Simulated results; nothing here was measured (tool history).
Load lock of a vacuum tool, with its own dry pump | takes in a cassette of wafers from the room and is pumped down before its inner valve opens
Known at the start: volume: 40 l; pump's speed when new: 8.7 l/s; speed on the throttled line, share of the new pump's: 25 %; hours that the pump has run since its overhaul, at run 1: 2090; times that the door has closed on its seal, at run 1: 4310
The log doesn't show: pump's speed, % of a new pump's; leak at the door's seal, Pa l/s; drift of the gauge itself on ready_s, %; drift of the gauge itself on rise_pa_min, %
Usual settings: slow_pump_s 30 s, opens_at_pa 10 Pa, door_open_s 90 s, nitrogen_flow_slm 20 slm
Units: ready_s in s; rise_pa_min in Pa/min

| run | hour | slow_pump_s | opens_at_pa | door_open_s | nitrogen_flow_slm | hours that the pump has run since its overhaul | times that the door has closed on its seal | incoming humidity of the room's air, % | ready_s | rise_pa_min |
|---|---|---|---|---|---|---|---|---|---|---|
| 1 | 0 | 30 | 10 | 90 | 20 | 2090 | 4310 | 43.3 | 66.6 | 0.031 |
| 2 | 183.8 | 30 | 10 | 90 | 20 | 2274 | 5157 | 45.3 | 67.3 | 0.038 |
| 3 | 335.5 | 30 | 10 | 90 | 20 | 2425 | 5855 | 48.8 | 67 | 0.041 |
| 4 | 534.9 | 30 | 10 | 66 | 20 | 2625 | 6774 | 44 | 67.1 | 0.036 |
| 5 | 650.8 | 30 | 10 | 176 | 20 | 2741 | 7308 | 43.6 | 67.4 | 0.052 |
| 6 | 754.7 | 22 | 10 | 176 | 20 | 2844 | 7786 | 45.9 | 60.5 | 0.048 |
| 7 | 854.8 | 30 | 10 | 90 | 20 | 2945 | 8247 | 41.5 | 67.5 | 0.049 |
| 8 | 1042.6 | 30 | 10 | 90 | 20 | 3132 | 9113 | 46 | 66.9 | 0.056 |
| 9 | 1178.4 | 30 | 10 | 90 | 20 | 3268 | 9738 | 43.5 | 67.5 | 0.051 |
| 10 | 1309.7 | 30 | 10 | 90 | 13 | 3399 | 10343 | 45.6 | 66.7 | 0.065 |
| 11 | 1417.3 | 30 | 10 | 90 | 13 | 3507 | 10838 | 45.8 | 67.2 | 0.064 |
| 12 | 1504.5 | 30 | 10 | 90 | 13 | 3594 | 11240 | 44.9 | 67.8 | 0.067 |
| 13 | 1635.3 | 30 | 10 | 233 | 20 | 3725 | 11842 | 40.9 | 67.2 | 0.076 |
| 14 | 1792.4 | 30 | 10 | 90 | 10 | 3882 | 12566 | 44.6 | 68.3 | 0.069 |
| 15 | 1909.7 | 30 | 10 | 90 | 16 | 3999 | 13107 | 48.6 | 68.2 | 0.073 |
| 16 | 2101.3 | 30 | 10 | 235 | 20 | 4191 | 13989 | 46.8 | 67.9 | 0.092 |
| 17 | 2257.2 | 16 | 10 | 90 | 20 | 4347 | 14707 | 44.2 | 57 | 0.083 |
| 18 | 2433.7 | 16 | 10 | 90 | 20 | 4523 | 15520 | 45.4 | 57.5 | 0.09 |
| 19 | 2543.8 | 16 | 10 | 90 | 20 | 4634 | 16027 | 45.7 | 58.5 | 0.084 |
| 20 | 2727.7 | 16 | 7 | 41 | 14 | 4817 | 16875 | 46.4 | 60.3 | 0.087 |
| 21 | 2864.4 | 31 | 19 | 29 | 12 | 4954 | 17504 | 47.5 | 66.2 | 0.094 |
| 22 | 3059.2 | 31 | 19 | 29 | 12 | 5149 | 18401 | 46.6 | 65.7 | 0.1 |
| 23 | 3153.3 | 31 | 19 | 29 | 12 | 5243 | 18835 | 47.8 | 65.8 | 0.107 |
| 24 | 3359.7 | 19 | 11 | 90 | 20 | 5449 | 19785 | 41.9 | 60.6 | 0.112 |
| 25 | 3470.5 | 25 | 11 | 90 | 20 | 5560 | 20296 | 45.4 | 64.6 | 0.12 |
| 26 | 3663.6 | 27 | 16 | 50 | 11 | 5753 | 21186 | 46.7 | 64.1 | 0.129 |
| 27 | 3820.5 | 27 | 16 | 48 | 6 | 5910 | 21908 | 45.5 | 64.5 | 0.138 |
| 28 | 3989.2 | 52 | 11 | 32 | 42 | 6079 | 22685 | 45 | 84.8 | 0.13 |
| 29 | 4158.1 | 35 | 11 | 32 | 5 | 6248 | 23463 | 42.6 | 72 | 0.142 |
| 30 | 4320.5 | 30 | 10 | 34 | 20 | 6410 | 24211 | 42 | 68.8 | 0.143 |
| 31 | 4509 | 30 | 17 | 90 | 20 | 6599 | 25080 | 45.9 | 66 | 0.16 |
| 32 | 4674.9 | 30 | 17 | 90 | 20 | 6765 | 25844 | 46.1 | 66.4 | 0.167 |
| 33 | 4771.2 | 30 | 17 | 90 | 20 | 6861 | 26287 | 45.5 | 66.8 | 0.17 |

4 ways to go on from here, each from the tool as it stands after run 33. What would each give?
| A | 4869.3 | 30 | 17 | 172 | 40 | 6959 | 26739 | 44.3 | ? | ? |
| B | 4869.3 | 30 | 17 | 30 | 20 | 6959 | 26739 | 45.7 | ? | ? |
| C | 4869.3 | 27 | 8 | 90 | 8 | 6959 | 26739 | 45.1 | ? | ? |
| D | 4869.3 | 30 | 12 | 41 | 12 | 6959 | 26739 | 43.5 | ? | ? |

| run | ready_s | rise_pa_min |
|---|---|---|
| A | 67.1 | 0.167 |
| B | 66.7 | 0.163 |
| C | 68.5 | 0.18 |
| D | 68.2 | 0.171 |
Without the tool's hidden state the same runs would have given:
| run | ready_s | rise_pa_min |
|---|---|---|
| A | 63.3 | 0.015 |
| B | 62.9 | 0.011 |
| C | 64.1 | 0.027 |
| D | 64.2 | 0.018 |
